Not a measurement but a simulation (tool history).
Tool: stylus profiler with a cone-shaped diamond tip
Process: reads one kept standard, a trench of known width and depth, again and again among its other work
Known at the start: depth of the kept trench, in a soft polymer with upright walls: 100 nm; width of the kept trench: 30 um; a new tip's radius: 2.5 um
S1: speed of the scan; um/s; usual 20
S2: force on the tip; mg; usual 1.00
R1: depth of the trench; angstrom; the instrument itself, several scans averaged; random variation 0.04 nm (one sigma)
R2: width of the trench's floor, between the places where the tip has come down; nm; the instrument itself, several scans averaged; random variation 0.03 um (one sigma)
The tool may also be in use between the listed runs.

run   hour  S1    S2      R1     R2
  1    0.0  20  1.00  1005.4  27940
  2   26.7  20  1.00  1005.2  27870
  3   67.4  20  1.00  1005.6  27890
  4  114.9  20  1.00  1006.7  27880
  5  138.7  18  1.00  1005.4  27860
  6  181.4  18  1.00  1005.0  27910
  7  226.7  20  1.00  1005.5  27820
     229.8  -- height scale calibrated on a step standard
  8  260.5   7  1.00  1002.3  27980
  9  297.8   7  1.00  1002.4  27890
 10  321.3  19  1.00  1002.7  27880
 11  354.0  64  0.47   998.8  27170
 12  391.2  76  2.85  1011.1  27540
     423.4  -- height scale calibrated on a step standard, once more
 13  438.3  19  1.18  1009.3  27850
 14  473.9  11  0.78  1008.3  27890
 15  502.9  18  1.09  1009.4  27780
 16  542.4  21  0.66  1007.3  27690
 17  575.0   7  0.58  1005.5  27840
 18  616.0  45  0.52  1005.8  27330

Forecast each of these 5 alternatives for the next run:
  A  654.1  73  0.52   ?   ?
  B  654.1   6  1.00   ?   ?
  C  654.1   6  2.97   ?   ?
  D  654.1   7  0.47   ?   ?
  E  654.1   8  0.69   ?   ?

run      R1     R2
  A  1005.7  26960
  B  1008.3  27880
  C  1017.8  27930
  D  1005.3  27810
  E  1006.2  27850
Without the tool's hidden state the same runs would have given:
run      R1     R2
  A  1006.2  27620
  B  1008.8  28550
  C  1018.3  28590
  D  1005.8  28480
  E  1006.7  28510
